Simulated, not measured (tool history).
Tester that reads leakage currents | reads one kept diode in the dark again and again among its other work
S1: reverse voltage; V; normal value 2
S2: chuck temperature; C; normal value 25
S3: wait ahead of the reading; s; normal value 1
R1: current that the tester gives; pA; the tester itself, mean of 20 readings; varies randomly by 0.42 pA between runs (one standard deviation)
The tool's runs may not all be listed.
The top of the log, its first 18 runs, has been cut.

run,hour,S1,S2,S3,R1
19,2997.3,2,25,1.07,137.77
20,3178.8,5.31,32,7.38,336.15
21,3279.3,5.31,32,7.38,336.74
22,3394.1,5.31,32,7.38,336.62
23,3531.7,5.31,32,7.38,333.66
24,3644.9,3.24,55,0.63,1442.78
25,3767.6,5.36,55,4.6,1718.92
# hour 3820.2: probe card cleaned and baked
26,3863.8,5.36,55,4.6,1705.23
27,3991.9,5.36,55,4.6,1702.33
# hour 4169.5: tester calibrated
28,4196.8,5.36,55,4.6,1696.1
29,4346.8,5.36,37,3.77,472.18
30,4436.8,2.76,23,1,124.54
31,4554.7,2.76,23,1,123.33
32,4639.8,2.76,23,1,121.83
# hour 4723.9: chuck's temperature calibrated
33,4754.9,6.35,33,0.38,403.68
34,4949.7,6.35,33,0.38,401.75
35,5111.2,4.35,25,0.31,186.58
36,5294.8,7.71,25,3.42,229.62
37,5442.2,4.99,30,1.85,286.98

Each row is a separate what-if for the run after 37, all from the same tool condition, not one after another. Results?
A,5564.7,2,51,0.75,?
B,5564.7,19.38,39,2.57,?
C,5564.7,2.92,52,1.85,?

run,R1
A,938.78
B,926.79
C,1155.72
With no hidden state in the tool, these same runs would have given:
run,R1
A,959.66
B,928.94
C,1180.72

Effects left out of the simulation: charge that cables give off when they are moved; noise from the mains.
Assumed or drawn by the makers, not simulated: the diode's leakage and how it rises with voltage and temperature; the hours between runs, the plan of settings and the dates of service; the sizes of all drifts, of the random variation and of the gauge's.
